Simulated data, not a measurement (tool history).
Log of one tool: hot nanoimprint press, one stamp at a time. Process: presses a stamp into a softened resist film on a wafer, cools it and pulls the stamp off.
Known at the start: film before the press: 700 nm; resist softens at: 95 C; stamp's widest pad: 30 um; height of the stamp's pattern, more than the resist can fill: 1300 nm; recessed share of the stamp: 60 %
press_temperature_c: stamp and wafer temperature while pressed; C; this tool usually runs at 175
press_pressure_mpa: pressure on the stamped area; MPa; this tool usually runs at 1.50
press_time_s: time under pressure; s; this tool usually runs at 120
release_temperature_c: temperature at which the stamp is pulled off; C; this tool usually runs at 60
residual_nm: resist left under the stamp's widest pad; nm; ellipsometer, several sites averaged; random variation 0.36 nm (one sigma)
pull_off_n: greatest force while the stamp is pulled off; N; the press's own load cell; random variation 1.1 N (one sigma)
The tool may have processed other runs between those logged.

| run | hour | press_temperature_c | press_pressure_mpa | press_time_s | release_temperature_c | residual_nm | pull_off_n |
|---|---|---|---|---|---|---|---|
| 1 | 0.0 | 175 | 1.50 | 120 | 60 | 312.6 | 129 |
| 2 | 68.1 | 175 | 1.50 | 62 | 60 | 386.9 | 135 |
| 3 | 105.7 | 175 | 1.50 | 62 | 60 | 387.4 | 138 |
|  | 123.3 | stamp cleaned and given a new release coat |
|  | 142.3 | plate thermocouple calibrated |
| 4 | 190.7 | 175 | 1.50 | 120 | 60 | 318.8 | 127 |
| 5 | 241.2 | 175 | 1.50 | 120 | 60 | 317.1 | 133 |
| 6 | 311.0 | 175 | 1.50 | 120 | 60 | 317.1 | 139 |
|  | 330.3 | stamp cleaned and given a new release coat |
| 7 | 357.1 | 175 | 1.50 | 120 | 60 | 316.1 | 126 |
| 8 | 438.4 | 175 | 1.50 | 120 | 60 | 315.7 | 133 |
| 9 | 511.9 | 175 | 1.50 | 120 | 60 | 314.8 | 140 |
|  | 530.1 | stamp cleaned and given a new release coat |
| 10 | 573.1 | 175 | 1.50 | 120 | 60 | 314.8 | 125 |
| 11 | 642.8 | 175 | 1.50 | 120 | 60 | 312.8 | 131 |
| 12 | 713.7 | 175 | 1.50 | 120 | 56 | 312.1 | 147 |
|  | 729.3 | stamp cleaned and given a new release coat |
|  | 757.3 | plate thermocouple calibrated |
| 13 | 774.7 | 175 | 1.50 | 120 | 60 | 319.7 | 125 |
| 14 | 854.0 | 175 | 1.50 | 120 | 60 | 318.4 | 136 |
| 15 | 910.3 | 175 | 1.50 | 120 | 53 | 317.3 | 152 |
|  | 932.5 | stamp cleaned and given a new release coat |
| 16 | 957.4 | 175 | 1.50 | 120 | 65 | 316.6 | 115 |
| 17 | 1014.0 | 175 | 1.22 | 126 | 60 | 346.0 | 130 |
| 18 | 1096.9 | 171 | 1.05 | 194 | 48 | 364.4 | 159 |
|  | 1134.4 | stamp cleaned and given a new release coat |
| 19 | 1182.7 | 164 | 0.97 | 102 | 58 | 536.3 | 128 |
| 20 | 1240.3 | 180 | 0.92 | 102 | 62 | 365.8 | 127 |
| 21 | 1289.1 | 181 | 0.92 | 119 | 62 | 337.6 | 131 |
|  | 1332.8 | stamp cleaned and given a new release coat |
|  | 1370.2 | plate thermocouple calibrated |
| 22 | 1370.2 | 175 | 1.13 | 120 | 60 | 366.8 | 123 |
| 23 | 1409.3 | 164 | 2.01 | 120 | 55 | 394.4 | 136 |
| 24 | 1457.8 | 164 | 2.01 | 120 | 55 | 393.9 | 145 |
| 25 | 1504.6 | 164 | 2.01 | 120 | 55 | 392.8 | 148 |
|  | 1536.2 | stamp cleaned and given a new release coat |
| 26 | 1550.4 | 181 | 1.74 | 72 | 54 | 292.3 | 134 |
| 27 | 1589.6 | 166 | 1.60 | 120 | 60 | 405.7 | 125 |
| 28 | 1654.6 | 174 | 1.56 | 119 | 59 | 319.7 | 134 |

Alternative continuations, all from the tool just after run 28; predict every row:
|  | 1733.8 | stamp cleaned and given a new release coat |
| A | 1737.8 | 175 | 1.50 | 157 | 45 | ? | ? |
|  | 1733.8 | stamp cleaned and given a new release coat |
| B | 1737.8 | 168 | 1.34 | 119 | 49 | ? | ? |
|  | 1733.8 | stamp cleaned and given a new release coat |
| C | 1737.8 | 175 | 1.50 | 188 | 46 | ? | ? |
|  | 1733.8 | stamp cleaned and given a new release coat |
| D | 1737.8 | 178 | 1.09 | 120 | 48 | ? | ? |

| run | residual_nm | pull_off_n |
|---|---|---|
| A | 286.1 | 149 |
| B | 412.4 | 141 |
| C | 269.2 | 146 |
| D | 337.2 | 143 |
With no hidden state in the tool, these same runs would have given:
| run | residual_nm | pull_off_n |
|---|---|---|
| A | 289.0 | 150 |
| B | 417.6 | 143 |
| C | 271.9 | 147 |
| D | 341.6 | 145 |
